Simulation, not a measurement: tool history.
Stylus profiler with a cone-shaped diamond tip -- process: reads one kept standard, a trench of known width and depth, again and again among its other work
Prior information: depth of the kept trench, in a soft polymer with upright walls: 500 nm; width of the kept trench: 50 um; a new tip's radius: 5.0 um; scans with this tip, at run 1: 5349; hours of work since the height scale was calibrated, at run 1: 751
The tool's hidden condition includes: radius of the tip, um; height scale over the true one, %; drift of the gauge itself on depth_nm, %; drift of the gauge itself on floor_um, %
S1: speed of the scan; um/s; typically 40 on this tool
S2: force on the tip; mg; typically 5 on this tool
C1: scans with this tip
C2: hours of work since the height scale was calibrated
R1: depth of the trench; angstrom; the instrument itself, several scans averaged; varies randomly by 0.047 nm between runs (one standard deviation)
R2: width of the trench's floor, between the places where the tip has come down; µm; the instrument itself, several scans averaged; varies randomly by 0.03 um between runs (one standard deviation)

Run 1, day 0: usual settings; C1 5349; C2 751. Result: R1 5102.3 angstrom, R2 45.58 µm.
Run 2, day 0.888: usual settings; C1 5468; C2 768. Result: R1 5102.7 angstrom, R2 45.62 µm.
Run 3, day 2.608: usual settings; C1 5700; C2 801. Result: R1 5101.9 angstrom, R2 45.57 µm.
Run 4, day 4.488: usual settings; C1 5953; C2 836. Result: R1 5101.7 angstrom, R2 45.57 µm.
Run 5, day 5.908: usual settings; C1 6144; C2 863. Result: R1 5103 angstrom, R2 45.61 µm.
At day 7.279: height scale calibrated on a step standard.
Run 6, day 7.567: usual settings; C1 6364; C2 5. Result: R1 5101.7 angstrom, R2 45.57 µm.
Run 7, day 8.462: usual settings; C1 6484; C2 22. Result: R1 5102.2 angstrom, R2 45.61 µm.
Run 8, day 10.283: usual settings; C1 6729; C2 57. Result: R1 5102.3 angstrom, R2 45.58 µm.
Run 9, day 12.279: usual settings; C1 6998; C2 94. Result: R1 5101.8 angstrom, R2 45.57 µm.
Run 10, day 13.817: usual settings but S1 23 um/s; C1 7205; C2 124. Result: R1 5101.8 angstrom, R2 45.61 µm.
Run 11, day 15.729: usual settings but S1 23 um/s; C1 7462; C2 160. Result: R1 5102.8 angstrom, R2 45.65 µm.
Run 12, day 16.771: usual settings but S1 23 um/s; C1 7602; C2 179. Result: R1 5101.7 angstrom, R2 45.59 µm.
Run 13, day 18.562: usual settings but S1 23 um/s; C1 7843; C2 213. Result: R1 5101.8 angstrom, R2 45.54 µm.
Run 14, day 20.746: usual settings but S1 23 um/s; C1 8137; C2 254. Result: R1 5101.6 angstrom, R2 45.62 µm.
Run 15, day 21.925: usual settings but S1 23 um/s; C1 8295; C2 277. Result: R1 5101.9 angstrom, R2 45.64 µm.
Run 16, day 23.942: usual settings but S2 5.56 mg; C1 8567; C2 315. Result: R1 5109.7 angstrom, R2 45.54 µm.
Run 17, day 25.521: usual settings but S2 5.56 mg; C1 8779; C2 345. Result: R1 5109.8 angstrom, R2 45.6 µm.
Run 18, day 26.821: usual settings but S2 5.56 mg; C1 8954; C2 369. Result: R1 5109.7 angstrom, R2 45.55 µm.
Run 19, day 28.058: usual settings but S2 5.56 mg; C1 9121; C2 393. Result: R1 5109.7 angstrom, R2 45.55 µm.
Run 20, day 29.292: usual settings; C1 9287; C2 416. Result: R1 5101.5 angstrom, R2 45.53 µm.
Run 21, day 31.067: usual settings but S1 14 um/s; C1 9525; C2 449. Result: R1 5102.1 angstrom, R2 45.63 µm.
Run 22, day 33.229: usual settings but S1 14 um/s; C1 9816; C2 490. Result: R1 5101.8 angstrom, R2 45.63 µm.
Run 23, day 34.271: usual settings but S1 45 um/s; C1 9956; C2 510. Result: R1 5101.7 angstrom, R2 45.61 µm.
Run 24, day 35.242: usual settings but S1 29 um/s, S2 2.64 mg; C1 10087; C2 528. Result: R1 5066.3 angstrom, R2 45.59 µm.
Run 25, day 37: usual settings but S1 29 um/s, S2 2.64 mg; C1 10324; C2 562. Result: R1 5066.5 angstrom, R2 45.59 µm.
Run 26, day 38.371: usual settings but S1 28 um/s, S2 1.88 mg; C1 10508; C2 587. Result: R1 5053.2 angstrom, R2 45.6 µm.
Run 27, day 39.596: usual settings but S1 31 um/s; C1 10672; C2 611. Result: R1 5102.1 angstrom, R2 45.6 µm.
Run 28, day 40.767: usual settings but S1 20 um/s, S2 14.05 mg; C1 10830; C2 633. Result: R1 5203.1 angstrom, R2 45.6 µm.
Run 29, day 42.092: usual settings but S1 20 um/s, S2 14.05 mg; C1 11008; C2 658. Result: R1 5203.9 angstrom, R2 45.62 µm.
Run 30, day 43.862: usual settings but S1 20 um/s, S2 14.05 mg; C1 11246; C2 691. Result: R1 5203.9 angstrom, R2 45.58 µm.
Run 31, day 44.821: usual settings but S1 28 um/s, S2 5.32 mg; C1 11375; C2 709. Result: R1 5106.7 angstrom, R2 45.57 µm.
Run 32, day 45.842: usual settings but S1 65 um/s, S2 4.56 mg; C1 11513; C2 729. Result: R1 5095.8 angstrom, R2 45.58 µm.
Run 33, day 47.529: usual settings but S1 65 um/s, S2 11.76 mg; C1 11740; C2 760. Result: R1 5181.1 angstrom, R2 45.6 µm.
Run 34, day 49.642: usual settings but S1 65 um/s, S2 11.76 mg; C1 12024; C2 800. Result: R1 5181.1 angstrom, R2 45.65 µm.
Run 35, day 50.862: usual settings but S1 99 um/s, S2 5.17 mg; C1 12188; C2 823. Result: R1 5104.7 angstrom, R2 45.47 µm.
Run 36, day 52.375: usual settings but S1 72 um/s, S2 4.87 mg; C1 12392; C2 852. Result: R1 5100.8 angstrom, R2 45.49 µm.
Run 37, day 54.058: usual settings but S1 60 um/s, S2 9.24 mg; C1 12618; C2 884. Result: R1 5154.3 angstrom, R2 45.57 µm.
At day 54.4: height scale calibrated on a step standard.
Run 38, day 55.3: usual settings but S1 60 um/s, S2 9.24 mg; C1 12783; C2 17. Result: R1 5153.9 angstrom, R2 45.52 µm.
Run 39, day 56.742: usual settings but S2 10.28 mg; C1 12976; C2 44. Result: R1 5165.6 angstrom, R2 45.58 µm.

Predict the results of run 40:
Run 40, day 58.604: usual settings but S1 28 um/s; C1 13227; C2 79. Result: R1 ?, R2 ?.

{"run 40": {"R1": 5102, "R2": 45.56}}
With no hidden state in the tool, this same run would have given R1 5102 angstrom, R2 45.58 µm.

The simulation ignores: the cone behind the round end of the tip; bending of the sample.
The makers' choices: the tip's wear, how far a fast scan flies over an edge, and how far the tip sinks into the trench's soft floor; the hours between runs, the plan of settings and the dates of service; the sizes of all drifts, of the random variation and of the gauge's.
